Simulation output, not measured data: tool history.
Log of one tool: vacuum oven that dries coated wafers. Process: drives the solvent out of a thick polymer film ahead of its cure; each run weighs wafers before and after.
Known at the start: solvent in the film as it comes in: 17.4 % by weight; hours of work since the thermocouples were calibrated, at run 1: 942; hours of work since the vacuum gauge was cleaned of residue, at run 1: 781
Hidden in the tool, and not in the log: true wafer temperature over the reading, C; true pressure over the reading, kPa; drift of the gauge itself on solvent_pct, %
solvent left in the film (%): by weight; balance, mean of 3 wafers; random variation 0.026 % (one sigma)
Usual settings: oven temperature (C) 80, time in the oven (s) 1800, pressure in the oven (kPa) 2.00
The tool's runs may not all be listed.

run	day	oven temperature (C)	time in the oven (s)	pressure in the oven (kPa)	hours of work since the thermocouples were calibrated	hours of work since the vacuum gauge was cleaned of residue	solvent left in the film (%)
1	0.000	80	1800	2.00	942	781	2.37
2	1.050	80	1800	2.00	961	801	2.46
3	2.279	80	1800	2.37	984	823	2.67
4	3.054	80	2580	2.00	998	837	1.84
5	4.379	80	1800	6.52	1022	862	5.18
6	5.342	80	1800	6.52	1040	880	5.22
7	6.371	80	1800	2.00	1059	898	2.43
8	7.533	80	1800	2.00	1080	920	2.41
9	8.192	80	1800	2.00	1092	932	2.43
10	9.362	77	1080	4.20	1114	954	6.29
11	10.542	77	1080	4.20	1136	975	6.32

Run 12 comes next. What will it give?
12	11.358	77	1080	4.20	1151	990	?

solvent left in the film (%): 6.29
Without the tool's hidden state the same run would have given solvent left in the film (%) 5.91.
